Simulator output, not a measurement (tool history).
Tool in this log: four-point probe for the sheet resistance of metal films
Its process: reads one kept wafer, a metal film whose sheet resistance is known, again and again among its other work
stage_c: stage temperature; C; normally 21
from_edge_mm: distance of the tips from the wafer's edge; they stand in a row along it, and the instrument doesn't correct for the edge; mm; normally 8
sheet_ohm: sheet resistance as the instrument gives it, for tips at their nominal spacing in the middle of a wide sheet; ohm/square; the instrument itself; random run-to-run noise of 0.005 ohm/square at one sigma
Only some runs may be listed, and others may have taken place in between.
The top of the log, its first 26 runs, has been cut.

run    hour  stage_c  from_edge_mm  touches since the probe head was changed  hours of work since the stage's thermometer was calibrated  sheet_ohm
 27    1691       27            22                                     42129                                                         233   25.08802
 28  1774.1       29             3                                     42952                                                         269  26.470509
 29  1830.5       33            21                                     43511                                                         294  25.121501
 30  1865.6       33            21                                     43858                                                         309  25.106892
 31  1944.8       31             5                                     44642                                                         344    25.6009
 32  2013.8       31             5                                     45325                                                         374  25.603319
 33  2098.7       31             5                                     46165                                                         411  25.597961
 34  2158.8       31             5                                     46760                                                         437  25.604282
 35  2234.2       21             9                                     47506                                                         470  25.215863
 36  2284.6       21             9                                     48006                                                         492  25.204345
 37  2351.1       19             3                                     48664                                                         522  26.443912
 38  2426.7       19             3                                     49412                                                         555  26.435454
 39  2469.4       33             8                                     49835                                                         573  25.285943
 40  2539.9       33             4                                     50533                                                         604  25.890095
 41  2596.2       33             4                                     51091                                                         629  25.896029
 42  2649.6       22             6                                     51619                                                         652  25.410188
 43  2723.5       21            25                                     52350                                                         684   25.05595
 44  2777.6       21            25                                     52886                                                         708   25.06528
 45  2843.7       21             5                                     53541                                                         737   25.56492

3 ways to go on from here, each from the tool as it stands after run 45. What would each give?
  A  2888.4       21            15                                     53983                                                         756          ?
  B  2888.4       33            37                                     53983                                                         756          ?
  C  2888.4       30             3                                     53983                                                         756          ?

run  sheet_ohm
  A   25.10985
  B   25.08217
  C  26.480498
Take away the tool's hidden state, keep each run's random variation, and the runs would have read:
run  sheet_ohm
  A  25.109287
  B  25.081617
  C  26.479914

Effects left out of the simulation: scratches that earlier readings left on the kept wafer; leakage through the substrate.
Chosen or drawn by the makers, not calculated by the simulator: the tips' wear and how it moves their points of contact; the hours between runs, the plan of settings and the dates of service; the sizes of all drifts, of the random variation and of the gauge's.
